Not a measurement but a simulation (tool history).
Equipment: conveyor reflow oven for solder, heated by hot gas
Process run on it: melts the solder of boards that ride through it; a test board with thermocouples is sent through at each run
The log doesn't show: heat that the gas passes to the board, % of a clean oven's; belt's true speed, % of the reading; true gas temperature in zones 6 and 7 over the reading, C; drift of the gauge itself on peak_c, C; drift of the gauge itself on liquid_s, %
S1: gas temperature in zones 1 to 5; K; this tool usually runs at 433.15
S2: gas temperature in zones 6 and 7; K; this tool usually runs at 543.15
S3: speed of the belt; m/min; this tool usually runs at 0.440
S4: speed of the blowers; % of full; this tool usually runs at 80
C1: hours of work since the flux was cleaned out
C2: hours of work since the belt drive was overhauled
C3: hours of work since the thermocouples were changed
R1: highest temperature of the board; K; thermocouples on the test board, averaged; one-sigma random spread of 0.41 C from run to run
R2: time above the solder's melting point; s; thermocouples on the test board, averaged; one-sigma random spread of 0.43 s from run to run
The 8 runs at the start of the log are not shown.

| run | hour | S1 | S2 | S3 | S4 | C1 | C2 | C3 | R1 | R2 |
|---|---|---|---|---|---|---|---|---|---|---|
| 9 | 358.6 | 433.15 | 543.15 | 0.440 | 86 | 80 | 183 | 973 | 525.45 | 65.8 |
| 10 | 403.1 | 433.15 | 543.15 | 0.440 | 86 | 101 | 203 | 994 | 526.65 | 66.4 |
| 11 | 448.7 | 433.15 | 543.15 | 0.440 | 86 | 122 | 224 | 1015 | 525.65 | 66.7 |
| 12 | 479.8 | 431.15 | 543.15 | 0.440 | 80 | 136 | 239 | 1029 | 523.45 | 63.5 |
| 13 | 530.1 | 431.15 | 543.15 | 0.440 | 80 | 160 | 262 | 1053 | 523.65 | 63.8 |
| 14 | 587.2 | 431.15 | 543.15 | 0.440 | 80 | 186 | 289 | 1079 | 524.25 | 63.2 |
| 15 | 630.0 | 431.15 | 543.15 | 0.440 | 80 | 206 | 309 | 1099 | 524.85 | 63.4 |
|  | 638.1 | thermocouples of zones 6 and 7 changed |
| 16 | 693.4 | 433.15 | 543.15 | 0.393 | 80 | 235 | 337 | 26 | 528.85 | 76.8 |
|  | 762.9 | flux residue cleaned out of gas plates and filters |
| 17 | 767.9 | 433.15 | 543.15 | 0.367 | 80 | 2 | 370 | 58 | 530.45 | 86.6 |
| 18 | 836.5 | 433.15 | 543.15 | 0.427 | 80 | 34 | 402 | 90 | 525.75 | 67.6 |
| 19 | 867.2 | 433.15 | 553.15 | 0.427 | 80 | 49 | 416 | 104 | 534.15 | 74.9 |
| 20 | 896.2 | 433.15 | 553.15 | 0.427 | 80 | 62 | 429 | 118 | 535.05 | 75.3 |
| 21 | 951.7 | 433.15 | 553.15 | 0.427 | 80 | 88 | 455 | 144 | 533.75 | 75.6 |
| 22 | 994.4 | 433.15 | 545.15 | 0.440 | 53 | 108 | 475 | 163 | 515.85 | 52.0 |
| 23 | 1044.0 | 433.15 | 545.15 | 0.466 | 80 | 131 | 498 | 186 | 524.35 | 59.6 |
| 24 | 1072.8 | 433.15 | 534.15 | 0.365 | 80 | 144 | 512 | 200 | 522.95 | 77.8 |
| 25 | 1103.0 | 433.15 | 534.15 | 0.365 | 80 | 158 | 526 | 214 | 521.85 | 79.1 |
| 26 | 1168.1 | 433.15 | 534.15 | 0.365 | 80 | 188 | 556 | 244 | 522.35 | 79.2 |
| 27 | 1226.7 | 433.15 | 534.15 | 0.365 | 80 | 216 | 583 | 271 | 522.55 | 78.4 |

The next listed run, before its measurement:
| 28 | 1288.7 | 433.15 | 547.15 | 0.487 | 72 | 245 | 612 | 300 | ? | ? |

R1: 520.85 K
R2: 53.7 s
On a tool with no hidden condition, and with the same random variation, this run would have come out at R1 521.05 K, R2 53.8 s.
